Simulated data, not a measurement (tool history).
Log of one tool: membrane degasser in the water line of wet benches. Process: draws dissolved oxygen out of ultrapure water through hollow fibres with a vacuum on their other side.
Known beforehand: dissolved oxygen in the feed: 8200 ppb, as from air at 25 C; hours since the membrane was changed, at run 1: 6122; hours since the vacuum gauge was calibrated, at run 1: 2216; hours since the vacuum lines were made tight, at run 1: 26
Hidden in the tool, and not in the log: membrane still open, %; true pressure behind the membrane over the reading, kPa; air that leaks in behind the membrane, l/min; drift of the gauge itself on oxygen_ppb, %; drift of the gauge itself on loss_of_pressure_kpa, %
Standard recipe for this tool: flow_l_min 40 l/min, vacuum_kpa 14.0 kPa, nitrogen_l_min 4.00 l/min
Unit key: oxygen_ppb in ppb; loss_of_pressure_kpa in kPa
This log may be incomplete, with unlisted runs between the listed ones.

| run | hour | flow_l_min | vacuum_kpa | nitrogen_l_min | hours since the membrane was changed | hours since the vacuum gauge was calibrated | hours since the vacuum lines were made tight | oxygen_ppb | loss_of_pressure_kpa |
|---|---|---|---|---|---|---|---|---|---|
| 1 | 0.0 | 40 | 14.0 | 4.00 | 6122 | 2216 | 26 | 258.4 | 35.54 |
| 2 | 231.9 | 40 | 14.0 | 4.00 | 6354 | 2448 | 258 | 259.6 | 35.33 |
| 3 | 440.6 | 40 | 14.0 | 4.00 | 6563 | 2657 | 466 | 258.5 | 35.40 |
| 4 | 572.3 | 40 | 21.6 | 4.00 | 6694 | 2789 | 598 | 424.7 | 35.31 |
| 5 | 700.2 | 40 | 21.6 | 4.00 | 6822 | 2917 | 726 | 426.7 | 35.43 |
| 6 | 945.6 | 40 | 21.6 | 4.00 | 7068 | 3162 | 971 | 426.1 | 35.41 |
| 7 | 1119.0 | 40 | 14.0 | 3.65 | 7241 | 3335 | 1145 | 281.5 | 35.83 |
| 8 | 1223.5 | 40 | 14.0 | 3.65 | 7345 | 3440 | 1249 | 282.5 | 35.66 |
| 9 | 1419.2 | 40 | 14.0 | 4.00 | 7541 | 3636 | 1445 | 260.0 | 35.72 |
| 10 | 1548.4 | 40 | 14.0 | 4.00 | 7670 | 3765 | 1574 | 259.7 | 36.03 |
| 11 | 1704.2 | 40 | 14.0 | 4.00 | 7826 | 3921 | 1730 | 261.4 | 35.68 |
| 12 | 1835.2 | 40 | 14.0 | 4.00 | 7957 | 4052 | 1861 | 260.2 | 35.95 |
| 13 | 2042.2 | 40 | 14.0 | 5.59 | 8164 | 4259 | 2068 | 194.4 | 36.20 |
|  | 2063.6 | vacuum gauge calibrated |
| 14 | 2287.8 | 40 | 14.0 | 5.59 | 8409 | 224 | 2313 | 195.4 | 36.18 |
| 15 | 2436.4 | 40 | 11.8 | 4.00 | 8558 | 373 | 2462 | 213.3 | 36.32 |
| 16 | 2677.7 | 40 | 11.8 | 4.00 | 8799 | 614 | 2703 | 212.9 | 36.29 |
| 17 | 2824.9 | 36 | 31.0 | 3.61 | 8946 | 761 | 2850 | 619.6 | 32.43 |
| 18 | 3015.7 | 36 | 31.0 | 3.61 | 9137 | 952 | 3041 | 619.5 | 32.92 |
| 19 | 3255.7 | 40 | 14.0 | 3.72 | 9377 | 1192 | 3281 | 282.0 | 36.37 |
|  | 3295.6 | vacuum gauge calibrated, once more |
| 20 | 3480.9 | 35 | 11.4 | 2.19 | 9602 | 185 | 3506 | 295.7 | 32.03 |
| 21 | 3625.8 | 54 | 14.0 | 1.65 | 9747 | 330 | 3651 | 717.2 | 48.77 |
| 22 | 3806.3 | 24 | 14.0 | 10.17 | 9927 | 511 | 3831 | 63.7 | 21.82 |
| 23 | 3983.0 | 24 | 14.0 | 10.17 | 10104 | 687 | 4008 | 63.9 | 21.89 |
| 24 | 4083.7 | 45 | 14.0 | 10.17 | 10205 | 788 | 4109 | 134.6 | 41.21 |
| 25 | 4221.8 | 45 | 14.0 | 10.17 | 10343 | 926 | 4247 | 135.1 | 41.38 |
| 26 | 4431.9 | 45 | 14.0 | 10.17 | 10553 | 1136 | 4457 | 134.6 | 41.36 |
| 27 | 4547.4 | 25 | 15.3 | 1.70 | 10668 | 1252 | 4572 | 394.0 | 22.77 |
| 28 | 4690.4 | 47 | 12.4 | 1.82 | 10811 | 1395 | 4715 | 511.8 | 43.15 |
| 29 | 4804.1 | 47 | 12.4 | 6.15 | 10925 | 1508 | 4829 | 189.3 | 43.23 |
| 30 | 4923.1 | 47 | 12.4 | 6.15 | 11044 | 1627 | 4948 | 190.4 | 43.50 |
| 31 | 5070.8 | 32 | 33.0 | 4.01 | 11192 | 1775 | 5096 | 540.1 | 29.42 |
| 32 | 5250.6 | 28 | 20.3 | 4.01 | 11372 | 1955 | 5275 | 281.2 | 25.53 |

Take each entry between the runs: how does the hidden state at the last listed run before it differ from the hidden state at the first listed run after it?
Logged between run 13 and run 14: vacuum gauge calibrated (hour 2063.6)
  membrane still open, %: 93.8 -> 93.6; true pressure behind the membrane over the reading, kPa: 0.13 -> 0.21; air that leaks in behind the membrane, l/min: 0.003 -> 0.0032
  the result without the hidden state subtracted from the measured one, oxygen_ppb: +5.9 -> +7.2 ppb; loss_of_pressure_kpa: +2.24 -> +2.31 kPa
Logged between run 19 and run 20: vacuum gauge calibrated, once more (hour 3295.6)
  membrane still open, %: 92.8 -> 92.7; true pressure behind the membrane over the reading, kPa: 0.23 -> 0.01; air that leaks in behind the membrane, l/min: 0.0039 -> 0.0041
  the result without the hidden state subtracted from the measured one, oxygen_ppb: +9.9 -> +3.0 ppb; loss_of_pressure_kpa: +2.60 -> +2.34 kPa

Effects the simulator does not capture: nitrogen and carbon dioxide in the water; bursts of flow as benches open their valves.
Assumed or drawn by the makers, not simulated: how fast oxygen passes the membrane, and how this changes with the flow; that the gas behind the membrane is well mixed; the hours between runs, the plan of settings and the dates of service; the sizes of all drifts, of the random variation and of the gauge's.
